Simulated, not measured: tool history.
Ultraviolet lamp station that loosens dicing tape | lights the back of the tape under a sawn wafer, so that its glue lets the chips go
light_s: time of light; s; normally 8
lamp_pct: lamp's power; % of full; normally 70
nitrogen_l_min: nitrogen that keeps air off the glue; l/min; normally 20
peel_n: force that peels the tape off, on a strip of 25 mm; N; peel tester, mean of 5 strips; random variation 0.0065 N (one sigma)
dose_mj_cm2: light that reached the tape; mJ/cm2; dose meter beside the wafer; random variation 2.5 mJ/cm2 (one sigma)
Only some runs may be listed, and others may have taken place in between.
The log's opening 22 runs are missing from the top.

run   hour  light_s  lamp_pct  nitrogen_l_min  hours of work of the lamp  hours of work since the window was cleaned  peel_n  dose_mj_cm2
 23  480.4        6        63              20                       1085                                          80   0.925          162
 24  502.1       11        80              21                       1100                                          95   0.116          374
 25  521.7       11        80              21                       1113                                         108   0.113          371
 26  539.8       11        80              21                       1126                                         120   0.117          374
 27  560.6       11        80              21                       1140                                         134   0.128          374
 28  578.2        6        96              21                       1152                                         147   0.359          239
 29  598.1        6        96              21                       1165                                         160   0.372          239
 30  618.9        9        69              21                       1180                                         174   0.318          258
 31  632.6        4        91              38                       1189                                         184   0.777          146
 32  650.6        4        91              38                       1201                                         196   0.777          148
 33  666.4        8        70              15                       1212                                         207   0.581          226

Consider 5 possible next runs. They are alternatives, not a sequence: every one starts from the tool as it was left by run 33. What does each give?
  A  679.8       11        70              20                       1221                                         216       ?            ?
  B  679.8        7        70              15                       1221                                         216       ?            ?
  C  679.8       14        75              19                       1221                                         216       ?            ?
  D  679.8        5        99              16                       1221                                         216       ?            ?
  E  679.8        5        60              20                       1221                                         216       ?            ?

run  peel_n  dose_mj_cm2
  A   0.195          307
  B   0.809          193
  C   0.097          422
  D   0.745          198
  E   1.712          119
Take away the tool's hidden state, keep each run's random variation, and the runs would have read:
run  peel_n  dose_mj_cm2
  A   0.102          410
  B   0.395          259
  C   0.074          562
  D   0.357          264
  E   1.012          160
